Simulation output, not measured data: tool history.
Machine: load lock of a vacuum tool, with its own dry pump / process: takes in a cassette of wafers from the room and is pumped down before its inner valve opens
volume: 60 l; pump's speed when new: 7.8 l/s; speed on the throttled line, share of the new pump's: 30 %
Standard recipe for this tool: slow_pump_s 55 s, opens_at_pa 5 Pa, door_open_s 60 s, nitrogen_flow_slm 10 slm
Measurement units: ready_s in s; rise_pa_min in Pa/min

run	hour	slow_pump_s	opens_at_pa	door_open_s	nitrogen_flow_slm	incoming humidity of the room's air, %	ready_s	rise_pa_min
1	0	55	5	60	10	48.5	121.1	0.231
2	323	55	5	60	10	43.8	120.9	0.242
3	463.6	55	5	60	10	44.4	120.7	0.25
4	728.1	55	5	60	10	46.4	122	0.263
5	1036.9	55	10	60	10	42.7	114.8	0.271
6	1279.6	55	10	60	10	49.3	113.8	0.295
7	1613.2	62	4	60	21	46.6	127.4	0.284
8	1935.9	101	6	60	21	44.8	150.1	0.314
9	2193.2	101	6	60	21	44.3	151.5	0.325
10	2344.1	46	7	218	40	46	114.9	0.367
# hour 2605.4: door's seal changed, seat wiped
11	2676.7	46	7	218	40	44.3	114.6	0.067
12	2840.1	46	9	218	23	42.8	110.5	0.084

For some of the steps in ready_s from one run to the next: how much would appear even if the tool had no hidden state, given the settings, what came in and random variation, and how much remains for the hidden state plus any gauge scatter that the measured result and the result without hidden state don't share?
What the log doesn't record here: pump's speed, % of a new pump's; leak at the door's seal, Pa l/s; drift of the gauge itself on ready_s, %; drift of the gauge itself on rise_pa_min, %.
Run 9 -> 10: slow_pump_s 101 -> 46, opens_at_pa 6 -> 7, door_open_s 60 -> 218, nitrogen_flow_slm 21 -> 40. ready_s -36.6 s: hidden state +1.9, all else -38.5.
